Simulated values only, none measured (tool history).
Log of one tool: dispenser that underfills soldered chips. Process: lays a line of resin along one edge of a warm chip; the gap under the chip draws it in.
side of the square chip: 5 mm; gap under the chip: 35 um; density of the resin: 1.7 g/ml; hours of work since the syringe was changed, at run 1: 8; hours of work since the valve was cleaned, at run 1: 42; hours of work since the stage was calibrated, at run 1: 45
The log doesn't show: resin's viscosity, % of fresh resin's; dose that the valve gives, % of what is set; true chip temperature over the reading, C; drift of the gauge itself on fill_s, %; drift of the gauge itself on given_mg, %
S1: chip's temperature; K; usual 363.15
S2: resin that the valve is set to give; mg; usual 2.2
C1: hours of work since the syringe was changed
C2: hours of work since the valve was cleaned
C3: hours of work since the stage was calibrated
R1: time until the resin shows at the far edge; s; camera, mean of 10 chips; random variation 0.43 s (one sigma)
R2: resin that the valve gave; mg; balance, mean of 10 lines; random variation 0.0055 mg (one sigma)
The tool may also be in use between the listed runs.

run,hour,S1,S2,C1,C2,C3,R1,R2
1,0,363.15,2.2,8,42,45,60.3,2.152
# hour 4.8: new syringe of resin
2,6.6,363.15,2.2,1,47,50,33.9,2.152
3,14.3,363.15,2.2,7,53,56,56,2.135
# hour 20.6: new syringe of resin
# hour 21.6: dispensing valve cleaned and set on the balance
4,23.7,363.15,2.2,2,2,62,36.3,2.201
5,29.9,373.15,2.2,6,6,66,39.8,2.183
6,35.7,366.15,2.2,10,10,71,69.6,2.175
# hour 37.1: new syringe of resin
7,42,370.15,2.37,4,15,75,34.6,2.367
8,51,373.15,2.37,10,22,82,56.1,2.346
# hour 52.6: new syringe of resin
9,59.8,368.15,2.67,5,28,88,41.6,2.639
10,66.2,350.15,2.35,10,33,93,109,2.314
# hour 68.4: new syringe of resin
11,72.1,350.15,2.35,3,37,97,55.9,2.305
12,78.6,350.15,2.35,8,42,102,85.6,2.312

Some steps in R1 between neighbouring runs. How much of each would the tool show without its hidden state too (settings, what came in, random variation), and how much is left for the hidden state, with any gauge scatter that isn't in both results?
Run 9 -> 10: S1 368.15 -> 350.15, S2 2.67 -> 2.35. R1 +67.4 s: hidden state +47.7, all else +19.7.
Run 10 -> 11: new syringe of resin. R1 -53.1 s: hidden state -51.8, all else -1.3.
